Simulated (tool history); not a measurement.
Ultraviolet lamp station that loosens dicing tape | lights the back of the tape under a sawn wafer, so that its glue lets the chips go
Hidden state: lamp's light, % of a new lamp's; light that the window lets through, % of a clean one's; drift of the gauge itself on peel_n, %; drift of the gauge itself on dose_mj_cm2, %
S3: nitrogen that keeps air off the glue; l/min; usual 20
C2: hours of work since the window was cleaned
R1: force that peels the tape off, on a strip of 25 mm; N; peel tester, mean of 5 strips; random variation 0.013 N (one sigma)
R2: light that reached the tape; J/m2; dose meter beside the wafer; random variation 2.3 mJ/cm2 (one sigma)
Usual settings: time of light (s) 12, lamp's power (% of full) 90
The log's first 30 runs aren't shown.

run 31 hour=484.4 | time_of_light_(s)=6 lamp's_power_(%_of_full)=73 S3=8 | hours_of_work_of_the_lamp=694 C2=386 | R1=4.632 R2=990
run 32 hour=493.7 | time_of_light_(s)=12 lamp's_power_(%_of_full)=61 S3=20 | hours_of_work_of_the_lamp=701 C2=393 | R1=1.454 R2=1670
run 33 hour=510.8 | time_of_light_(s)=11 lamp's_power_(%_of_full)=78 S3=24 | hours_of_work_of_the_lamp=713 C2=405 | R1=0.883 R2=1900
run 34 hour=526.1 | time_of_light_(s)=12 lamp's_power_(%_of_full)=91 S3=20 | hours_of_work_of_the_lamp=724 C2=416 | R1=0.588 R2=2470
run 35 hour=535.4 | time_of_light_(s)=7 lamp's_power_(%_of_full)=63 S3=16 | hours_of_work_of_the_lamp=731 C2=423 | R1=3.53 R2=1010
run 36 hour=549.9 | time_of_light_(s)=7 lamp's_power_(%_of_full)=63 S3=16 | hours_of_work_of_the_lamp=741 C2=433 | R1=3.421 R2=980
run 37 hour=560.3 | time_of_light_(s)=7 lamp's_power_(%_of_full)=90 S3=28 | hours_of_work_of_the_lamp=749 C2=441 | R1=1.505 R2=1410
run 38 hour=572.8 | time_of_light_(s)=7 lamp's_power_(%_of_full)=90 S3=28 | hours_of_work_of_the_lamp=758 C2=450 | R1=1.479 R2=1410
-- hour=582.8 lamp changed
run 39 hour=595.3 | time_of_light_(s)=14 lamp's_power_(%_of_full)=90 S3=20 | hours_of_work_of_the_lamp=9 C2=466 | R1=0.418 R2=2850
run 40 hour=605.6 | time_of_light_(s)=8 lamp's_power_(%_of_full)=76 S3=20 | hours_of_work_of_the_lamp=17 C2=473 | R1=2.037 R2=1370
run 41 hour=620.1 | time_of_light_(s)=12 lamp's_power_(%_of_full)=79 S3=20 | hours_of_work_of_the_lamp=27 C2=484 | R1=0.837 R2=2160
run 42 hour=630.9 | time_of_light_(s)=12 lamp's_power_(%_of_full)=79 S3=20 | hours_of_work_of_the_lamp=35 C2=492 | R1=0.852 R2=2140
run 43 hour=647.4 | time_of_light_(s)=12 lamp's_power_(%_of_full)=79 S3=20 | hours_of_work_of_the_lamp=47 C2=504 | R1=0.843 R2=2170

4 ways to go on from here, each from the tool as it stands after run 43. What would each give?
run A hour=665.7 | time_of_light_(s)=9 lamp's_power_(%_of_full)=90 S3=28 | hours_of_work_of_the_lamp=60 C2=517 | R1=? R2=?
run B hour=665.7 | time_of_light_(s)=6 lamp's_power_(%_of_full)=92 S3=13 | hours_of_work_of_the_lamp=60 C2=517 | R1=? R2=?
run C hour=665.7 | time_of_light_(s)=12 lamp's_power_(%_of_full)=79 S3=10 | hours_of_work_of_the_lamp=60 C2=517 | R1=? R2=?
run D hour=665.7 | time_of_light_(s)=16 lamp's_power_(%_of_full)=96 S3=22 | hours_of_work_of_the_lamp=60 C2=517 | R1=? R2=?

run=A R1=0.89 R2=1830
run=B R1=2.935 R2=1220
run=C R1=1.513 R2=2120
run=D R1=0.242 R2=3440
Without the tool's hidden state the same runs would have given:
run=A R1=0.887 R2=1830
run=B R1=2.93 R2=1220
run=C R1=1.509 R2=2120
run=D R1=0.241 R2=3440

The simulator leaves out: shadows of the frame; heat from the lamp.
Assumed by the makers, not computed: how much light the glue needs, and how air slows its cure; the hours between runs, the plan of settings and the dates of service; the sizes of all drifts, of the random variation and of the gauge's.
